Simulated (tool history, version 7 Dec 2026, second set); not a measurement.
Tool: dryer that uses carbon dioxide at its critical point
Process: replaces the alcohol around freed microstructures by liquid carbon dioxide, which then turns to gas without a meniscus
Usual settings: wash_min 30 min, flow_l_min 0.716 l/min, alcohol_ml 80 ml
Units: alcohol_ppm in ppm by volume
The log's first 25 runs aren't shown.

{"run": 26, "hour": 1238.2, "wash_min": 43, "flow_l_min": 0.746, "alcohol_ml": 66, "alcohol_ppm": 79}
{"run": 27, "hour": 1282.1, "wash_min": 30, "flow_l_min": 0.716, "alcohol_ml": 29, "alcohol_ppm": 163}
{"run": 28, "hour": 1329.1, "wash_min": 30, "flow_l_min": 1.16, "alcohol_ml": 68, "alcohol_ppm": 85}
{"hour": 1354.8, "done": "inlet filter changed"}
{"run": 29, "hour": 1394.1, "wash_min": 30, "flow_l_min": 1.16, "alcohol_ml": 68, "alcohol_ppm": 82}
{"run": 30, "hour": 1428.8, "wash_min": 30, "flow_l_min": 1.16, "alcohol_ml": 68, "alcohol_ppm": 87}
{"run": 31, "hour": 1493.1, "wash_min": 30, "flow_l_min": 1.16, "alcohol_ml": 68, "alcohol_ppm": 83}
{"run": 32, "hour": 1530.5, "wash_min": 30, "flow_l_min": 1.16, "alcohol_ml": 68, "alcohol_ppm": 82}
{"run": 33, "hour": 1589.0, "wash_min": 43, "flow_l_min": 0.716, "alcohol_ml": 23, "alcohol_ppm": 83}
{"run": 34, "hour": 1648.7, "wash_min": 43, "flow_l_min": 0.716, "alcohol_ml": 23, "alcohol_ppm": 84}

Forecast each of these 3 alternatives for the next run:
{"hour": 1687.7, "done": "inlet filter changed"}
{"run": "A", "hour": 1706.3, "wash_min": 30, "flow_l_min": 0.473, "alcohol_ml": 80, "alcohol_ppm": "?"}
{"hour": 1687.7, "done": "inlet filter changed"}
{"run": "B", "hour": 1706.3, "wash_min": 31, "flow_l_min": 1.006, "alcohol_ml": 29, "alcohol_ppm": "?"}
{"hour": 1687.7, "done": "inlet filter changed"}
{"run": "C", "hour": 1706.3, "wash_min": 36, "flow_l_min": 0.76, "alcohol_ml": 31, "alcohol_ppm": "?"}

run=A alcohol_ppm=987
run=B alcohol_ppm=93
run=C alcohol_ppm=96
Without the tool's hidden state the same runs would have given:
run=A alcohol_ppm=887
run=B alcohol_ppm=22
run=C alcohol_ppm=21
